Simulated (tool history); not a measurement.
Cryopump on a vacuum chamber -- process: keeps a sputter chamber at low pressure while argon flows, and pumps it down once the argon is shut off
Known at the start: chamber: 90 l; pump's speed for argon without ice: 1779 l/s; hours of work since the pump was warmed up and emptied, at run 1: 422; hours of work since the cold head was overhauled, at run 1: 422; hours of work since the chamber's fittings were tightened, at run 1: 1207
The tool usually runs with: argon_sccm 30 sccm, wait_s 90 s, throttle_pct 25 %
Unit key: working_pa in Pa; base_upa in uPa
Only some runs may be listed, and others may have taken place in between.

| run | hour | argon_sccm | wait_s | throttle_pct | hours of work since the pump was warmed up and emptied | hours of work since the cold head was overhauled | hours of work since the chamber's fittings were tightened | working_pa | base_upa |
|---|---|---|---|---|---|---|---|---|---|
| 1 | 0.0 | 30 | 90 | 25 | 422 | 422 | 1207 | 0.1184 | 1.26 |
| 2 | 7.8 | 30 | 90 | 25 | 429 | 429 | 1214 | 0.1178 | 1.23 |
|  | 13.8 | pump warmed up, emptied and cooled again |
| 3 | 21.9 | 30 | 90 | 25 | 7 | 436 | 1221 | 0.1145 | 1.29 |
| 4 | 32.8 | 30 | 90 | 25 | 16 | 445 | 1230 | 0.1141 | 1.24 |
| 5 | 47.1 | 30 | 90 | 25 | 28 | 457 | 1242 | 0.1142 | 1.24 |
| 6 | 54.2 | 30 | 90 | 25 | 34 | 463 | 1248 | 0.1146 | 1.29 |
| 7 | 70.3 | 43 | 90 | 25 | 47 | 477 | 1262 | 0.1638 | 1.25 |
| 8 | 82.6 | 43 | 90 | 25 | 58 | 487 | 1272 | 0.1637 | 1.20 |
| 9 | 98.3 | 43 | 90 | 25 | 71 | 500 | 1285 | 0.1643 | 1.26 |
| 10 | 113.6 | 30 | 90 | 25 | 84 | 513 | 1298 | 0.1151 | 1.27 |
| 11 | 123.2 | 30 | 90 | 25 | 92 | 521 | 1306 | 0.1150 | 1.28 |
| 12 | 132.2 | 30 | 90 | 25 | 99 | 529 | 1314 | 0.1150 | 1.24 |
| 13 | 147.5 | 30 | 90 | 25 | 112 | 541 | 1327 | 0.1149 | 1.26 |
| 14 | 159.3 | 30 | 90 | 25 | 122 | 551 | 1336 | 0.1153 | 1.26 |
| 15 | 168.1 | 30 | 90 | 25 | 129 | 559 | 1344 | 0.1153 | 1.25 |
| 16 | 182.8 | 30 | 35 | 25 | 142 | 571 | 1356 | 0.1154 | 2.73 |
| 17 | 196.0 | 30 | 35 | 25 | 153 | 582 | 1367 | 0.1155 | 2.72 |
| 18 | 208.6 | 30 | 133 | 18 | 163 | 593 | 1378 | 0.1602 | 0.96 |
| 19 | 218.2 | 20 | 38 | 45 | 171 | 601 | 1386 | 0.0438 | 2.49 |
| 20 | 230.1 | 52 | 90 | 51 | 181 | 611 | 1396 | 0.1007 | 1.32 |
| 21 | 240.2 | 22 | 293 | 31 | 190 | 619 | 1404 | 0.0684 | 0.60 |
| 22 | 255.5 | 27 | 58 | 19 | 203 | 632 | 1417 | 0.1372 | 1.80 |
| 23 | 269.2 | 27 | 58 | 19 | 214 | 643 | 1429 | 0.1362 | 1.77 |
| 24 | 279.3 | 27 | 58 | 19 | 223 | 652 | 1437 | 0.1369 | 1.79 |
| 25 | 292.1 | 27 | 58 | 19 | 233 | 663 | 1448 | 0.1375 | 1.80 |
| 26 | 304.8 | 27 | 58 | 19 | 244 | 673 | 1458 | 0.1371 | 1.80 |
| 27 | 319.4 | 27 | 239 | 39 | 256 | 686 | 1471 | 0.0682 | 0.71 |
| 28 | 330.7 | 27 | 239 | 39 | 266 | 695 | 1480 | 0.0676 | 0.70 |
| 29 | 345.5 | 52 | 37 | 39 | 278 | 707 | 1493 | 0.1314 | 2.58 |
| 30 | 360.3 | 52 | 37 | 39 | 290 | 720 | 1505 | 0.1324 | 2.63 |
| 31 | 367.7 | 15 | 53 | 39 | 297 | 726 | 1511 | 0.0381 | 1.95 |
| 32 | 375.7 | 54 | 83 | 39 | 303 | 733 | 1518 | 0.1372 | 1.40 |
| 33 | 391.1 | 54 | 83 | 39 | 316 | 746 | 1531 | 0.1365 | 1.38 |
| 34 | 400.4 | 13 | 80 | 24 | 324 | 753 | 1538 | 0.0525 | 1.48 |

Consider 3 possible next runs. They are alternatives, not a sequence: every one starts from the tool as it was left by run 34. What does each give?
| A | 414.1 | 48 | 23 | 35 | 336 | 765 | 1550 | ? | ? |
| B | 414.1 | 46 | 97 | 25 | 336 | 765 | 1550 | ? | ? |
| C | 414.1 | 15 | 54 | 58 | 336 | 765 | 1550 | ? | ? |

| run | working_pa | base_upa |
|---|---|---|
| A | 0.1356 | 3.94 |
| B | 0.1799 | 1.24 |
| C | 0.0260 | 1.86 |
With the hidden condition removed and each run's random variation left untouched, the same runs would have given:
| run | working_pa | base_upa |
|---|---|---|
| A | 0.1303 | 3.74 |
| B | 0.1748 | 1.03 |
| C | 0.0243 | 1.66 |
